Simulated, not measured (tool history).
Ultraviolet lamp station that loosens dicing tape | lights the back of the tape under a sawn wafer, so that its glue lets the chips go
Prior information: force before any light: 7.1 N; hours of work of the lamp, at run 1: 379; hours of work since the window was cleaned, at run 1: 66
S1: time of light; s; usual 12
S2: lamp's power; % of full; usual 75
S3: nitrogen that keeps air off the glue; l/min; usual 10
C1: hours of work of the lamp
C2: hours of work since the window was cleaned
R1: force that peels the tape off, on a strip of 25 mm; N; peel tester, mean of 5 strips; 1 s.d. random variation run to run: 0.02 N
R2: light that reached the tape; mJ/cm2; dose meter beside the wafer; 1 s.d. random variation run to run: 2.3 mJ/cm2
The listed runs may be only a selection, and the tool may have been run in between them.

Run 1, hour 0: usual settings; C1 379; C2 66. Result: R1 1.269 N, R2 172 mJ/cm2.
Run 2, hour 12.1: usual settings; C1 386; C2 73. Result: R1 1.312 N, R2 174 mJ/cm2.
Run 3, hour 27.2: usual settings; C1 395; C2 81. Result: R1 1.33 N, R2 169 mJ/cm2.
Run 4, hour 38.6: usual settings; C1 401; C2 88. Result: R1 1.321 N, R2 170 mJ/cm2.
Run 5, hour 57.9: usual settings; C1 412; C2 98. Result: R1 1.371 N, R2 172 mJ/cm2.
Run 6, hour 72.8: usual settings; C1 421; C2 107. Result: R1 1.363 N, R2 173 mJ/cm2.
Run 7, hour 88.9: usual settings; C1 430; C2 116. Result: R1 1.404 N, R2 168 mJ/cm2.
Run 8, hour 97.7: usual settings but S3 17 l/min; C1 435; C2 121. Result: R1 1.195 N, R2 164 mJ/cm2.
Run 9, hour 118.3: usual settings but S3 17 l/min; C1 446; C2 133. Result: R1 1.228 N, R2 171 mJ/cm2.
Run 10, hour 138.2: usual settings but S2 73 % of full; C1 458; C2 144. Result: R1 1.51 N, R2 159 mJ/cm2.
Run 11, hour 149: usual settings but S2 73 % of full; C1 464; C2 150. Result: R1 1.472 N, R2 157 mJ/cm2.
Run 12, hour 168.7: usual settings but S2 73 % of full; C1 475; C2 161. Result: R1 1.539 N, R2 158 mJ/cm2.
Run 13, hour 183.9: usual settings but S2 73 % of full; C1 483; C2 170. Result: R1 1.486 N, R2 158 mJ/cm2.
Run 14, hour 201.6: usual settings but S1 15 s; C1 493; C2 180. Result: R1 1 N, R2 201 mJ/cm2.
Run 15, hour 212.2: usual settings but S1 15 s; C1 499; C2 186. Result: R1 1.046 N, R2 199 mJ/cm2.
Run 16, hour 223.8: usual settings; C1 506; C2 192. Result: R1 1.483 N, R2 157 mJ/cm2.
Run 17, hour 240.4: usual settings; C1 515; C2 202. Result: R1 1.544 N, R2 161 mJ/cm2.
Run 18, hour 250: usual settings; C1 521; C2 207. Result: R1 1.54 N, R2 158 mJ/cm2.
Run 19, hour 267.6: usual settings; C1 531; C2 217. Result: R1 1.497 N, R2 154 mJ/cm2.
At hour 269.1: window cleaned of glue's vapour.
Run 20, hour 276.8: usual settings; C1 536; C2 4. Result: R1 1.529 N, R2 155 mJ/cm2.
Run 21, hour 294.4: usual settings; C1 546; C2 14. Result: R1 1.56 N, R2 153 mJ/cm2.
At hour 300.5: window cleaned of glue's vapour, once more.
Run 22, hour 312.9: usual settings; C1 556; C2 7. Result: R1 1.453 N, R2 163 mJ/cm2.
Run 23, hour 330.5: usual settings but S3 4 l/min; C1 566; C2 17. Result: R1 2.012 N, R2 160 mJ/cm2.
Run 24, hour 340.9: usual settings but S3 4 l/min; C1 572; C2 23. Result: R1 1.92 N, R2 156 mJ/cm2.
Run 25, hour 358.2: usual settings but S1 17 s, S3 6 l/min; C1 581; C2 33. Result: R1 0.996 N, R2 222 mJ/cm2.
Run 26, hour 370.4: usual settings but S1 9 s, S2 83 % of full; C1 588; C2 40. Result: R1 2.008 N, R2 129 mJ/cm2.
Run 27, hour 379.3: usual settings but S1 15 s, S3 8 l/min; C1 593; C2 45. Result: R1 1.142 N, R2 197 mJ/cm2.
Run 28, hour 389.5: usual settings but S1 11 s, S2 90 % of full; C1 599; C2 50. Result: R1 1.379 N, R2 173 mJ/cm2.
Run 29, hour 400.3: usual settings but S1 11 s, S2 90 % of full; C1 605; C2 56. Result: R1 1.344 N, R2 170 mJ/cm2.
Run 30, hour 413.3: usual settings but S1 11 s, S2 77 % of full, S3 6 l/min; C1 613; C2 64. Result: R1 1.957 N, R2 144 mJ/cm2.
Run 31, hour 433.2: usual settings but S3 5 l/min; C1 624; C2 75. Result: R1 1.883 N, R2 157 mJ/cm2.
Run 32, hour 447.3: usual settings but S1 15 s; C1 632; C2 83. Result: R1 1.116 N, R2 192 mJ/cm2.
Run 33, hour 459.1: usual settings but S1 16 s, S2 87 % of full; C1 638; C2 90. Result: R1 0.77 N, R2 237 mJ/cm2.
Run 34, hour 475.4: usual settings but S1 15 s, S2 81 % of full, S3 11 l/min; C1 648; C2 99. Result: R1 0.969 N, R2 203 mJ/cm2.
Run 35, hour 487.8: usual settings but S2 87 % of full, S3 13 l/min; C1 655; C2 106. Result: R1 1.242 N, R2 174 mJ/cm2.
Run 36, hour 508.4: usual settings but S1 7 s, S2 74 % of full; C1 666; C2 118. Result: R1 2.936 N, R2 87 mJ/cm2.
Run 37, hour 526: usual settings but S1 7 s, S2 74 % of full; C1 676; C2 128. Result: R1 2.994 N, R2 84 mJ/cm2.
Run 38, hour 536: usual settings but S1 7 s, S2 74 % of full, S3 4 l/min; C1 682; C2 133. Result: R1 3.565 N, R2 86 mJ/cm2.
Run 39, hour 548.1: usual settings but S1 7 s, S2 74 % of full, S3 5 l/min; C1 689; C2 140. Result: R1 3.432 N, R2 83 mJ/cm2.
Run 40, hour 556.7: usual settings but S2 70 % of full, S3 6 l/min; C1 694; C2 145. Result: R1 2.113 N, R2 139 mJ/cm2.
Run 41, hour 574.2: usual settings but S1 8 s, S2 88 % of full; C1 704; C2 155. Result: R1 2.298 N, R2 118 mJ/cm2.
Run 42, hour 587.4: usual settings but S1 8 s, S2 92 % of full; C1 711; C2 162. Result: R1 2.169 N, R2 120 mJ/cm2.
Run 43, hour 605.9: usual settings but S1 8 s, S2 92 % of full; C1 722; C2 173. Result: R1 2.242 N, R2 117 mJ/cm2.

Predict each of these 4 candidate next runs independently; none follows another, all start after run 43:
Run A, hour 624.5: usual settings but S3 6 l/min; C1 732; C2 183. Result: R1 ?, R2 ?.
Run B, hour 624.5: usual settings but S1 16 s, S2 61 % of full; C1 732; C2 183. Result: R1 ?, R2 ?.
Run C, hour 624.5: usual settings but S1 20 s, S2 64 % of full, S3 3 l/min; C1 732; C2 183. Result: R1 ?, R2 ?.
Run D, hour 624.5: usual settings but S1 21 s, S2 79 % of full, S3 4 l/min; C1 732; C2 183. Result: R1 ?, R2 ?.

run     R1   R2
  A  2.076  141
  B  1.577  157
  C  1.558  203
  D   0.91  264
What these runs would have given with no unlogged condition in the tool:
run     R1   R2
  A  1.177  209
  B  0.815  230
  C  0.811  299
  D  0.409  389
